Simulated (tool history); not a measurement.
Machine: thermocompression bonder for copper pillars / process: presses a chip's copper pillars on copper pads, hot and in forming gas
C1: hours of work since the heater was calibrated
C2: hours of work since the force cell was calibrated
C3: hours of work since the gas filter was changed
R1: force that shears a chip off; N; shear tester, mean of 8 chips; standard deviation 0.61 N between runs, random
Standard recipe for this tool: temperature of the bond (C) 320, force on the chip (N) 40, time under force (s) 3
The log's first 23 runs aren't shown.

Run 24, hour 400.5: usual settings but time under force (s) 6; C1 134; C2 789; C3 230. Result: R1 101.9 N.
Run 25, hour 422.5: usual settings but temperature of the bond (C) 294, force on the chip (N) 39; C1 149; C2 804; C3 245. Result: R1 71.5 N.
Run 26, hour 447.1: usual settings but temperature of the bond (C) 333, force on the chip (N) 35; C1 165; C2 820; C3 261. Result: R1 86 N.
Run 27, hour 468.3: usual settings but temperature of the bond (C) 333, force on the chip (N) 35; C1 180; C2 835; C3 276. Result: R1 85.4 N.
Run 28, hour 484.7: usual settings but force on the chip (N) 36; C1 191; C2 846; C3 287. Result: R1 80.5 N.
Run 29, hour 495.8: usual settings but temperature of the bond (C) 306, force on the chip (N) 26, time under force (s) 6; C1 198; C2 854; C3 295. Result: R1 70.7 N.
Run 30, hour 507.5: usual settings but temperature of the bond (C) 338, force on the chip (N) 53; C1 206; C2 862; C3 302. Result: R1 108.9 N.
Run 31, hour 518: usual settings but force on the chip (N) 33, time under force (s) 6; C1 214; C2 869; C3 310. Result: R1 90.7 N.
Run 32, hour 532.8: usual settings but force on the chip (N) 33, time under force (s) 6; C1 224; C2 879; C3 320. Result: R1 90.4 N.
Run 33, hour 547.6: usual settings but force on the chip (N) 33, time under force (s) 6; C1 234; C2 889; C3 330. Result: R1 90.1 N.
At hour 550.1: forming gas filter changed.
Run 34, hour 565.5: usual settings but temperature of the bond (C) 343, force on the chip (N) 53, time under force (s) 7; C1 246; C2 901; C3 10. Result: R1 135.8 N.
Run 35, hour 578.4: usual settings but temperature of the bond (C) 317; C1 254; C2 909; C3 19. Result: R1 93.3 N.
Run 36, hour 600.7: usual settings but temperature of the bond (C) 341, time under force (s) 2; C1 270; C2 925; C3 34. Result: R1 96.6 N.
Run 37, hour 617.2: usual settings but temperature of the bond (C) 341, time under force (s) 2; C1 281; C2 936; C3 46. Result: R1 96.4 N.
Run 38, hour 627.4: usual settings but temperature of the bond (C) 341, time under force (s) 2; C1 288; C2 943; C3 53. Result: R1 96.7 N.
Run 39, hour 648.3: usual settings but temperature of the bond (C) 346, force on the chip (N) 60, time under force (s) 2; C1 302; C2 957; C3 67. Result: R1 120.4 N.

Consider 5 possible next runs. They are alternatives, not a sequence: every one starts from the tool as it was left by run 39. What does each give?
Run A, hour 661.3: usual settings but force on the chip (N) 32, time under force (s) 2; C1 311; C2 966; C3 76. Result: R1 ?.
Run B, hour 661.3: usual settings but temperature of the bond (C) 330, force on the chip (N) 30, time under force (s) 6; C1 311; C2 966; C3 76. Result: R1 ?.
Run C, hour 661.3: usual settings but force on the chip (N) 45; C1 311; C2 966; C3 76. Result: R1 ?.
Run D, hour 661.3: usual settings but time under force (s) 9; C1 311; C2 966; C3 76. Result: R1 ?.
Run E, hour 661.3: usual settings but temperature of the bond (C) 331, force on the chip (N) 60, time under force (s) 2; C1 311; C2 966; C3 76. Result: R1 ?.

run     R1
  A   70.8
  B     99
  C  101.2
  D  118.5
  E  112.2
With the hidden condition removed and each run's random variation left untouched, the same runs would have given:
run     R1
  A   72.1
  B  101.2
  C  103.4
  D  121.3
  E  114.8
